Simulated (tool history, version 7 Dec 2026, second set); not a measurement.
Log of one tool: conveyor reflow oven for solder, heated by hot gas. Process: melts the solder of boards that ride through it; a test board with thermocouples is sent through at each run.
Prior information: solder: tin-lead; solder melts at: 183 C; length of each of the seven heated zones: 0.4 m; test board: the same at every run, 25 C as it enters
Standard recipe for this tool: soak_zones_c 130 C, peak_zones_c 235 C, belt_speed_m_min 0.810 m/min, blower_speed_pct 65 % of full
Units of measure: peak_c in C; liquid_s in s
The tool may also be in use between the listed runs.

run,hour,soak_zones_c,peak_zones_c,belt_speed_m_min,blower_speed_pct,peak_c,liquid_s
1,0.0,130,235,0.810,65,208.9,34.8
2,4.6,130,235,0.810,65,208.8,35.1
3,19.0,130,235,0.810,65,208.9,35.3
4,25.1,130,235,0.810,54,203.8,30.1
5,29.7,130,235,0.810,54,204.1,30.1
6,34.2,130,235,0.810,54,203.7,30.2
7,43.2,130,235,0.810,54,204.1,30.2
8,51.8,121,235,0.846,65,204.5,28.0
9,57.4,130,248,0.810,65,219.5,42.4
10,64.0,131,235,0.799,51,203.2,30.0
11,72.1,130,244,0.810,65,215.6,40.0
12,78.6,130,234,0.810,88,215.1,40.5
13,84.2,126,229,0.694,73,211.3,44.0

Put back what was entered between runs (1 entry, withheld): which listed runs does each sit between, and how does the hidden state differ from the listed run before to the listed run after?
Runs 2 to 3: flux residue cleaned out of gas plates and filters (hour 14.2)
  heat that the gas passes to the board, % of a clean oven's: 99.7 -> 99.9
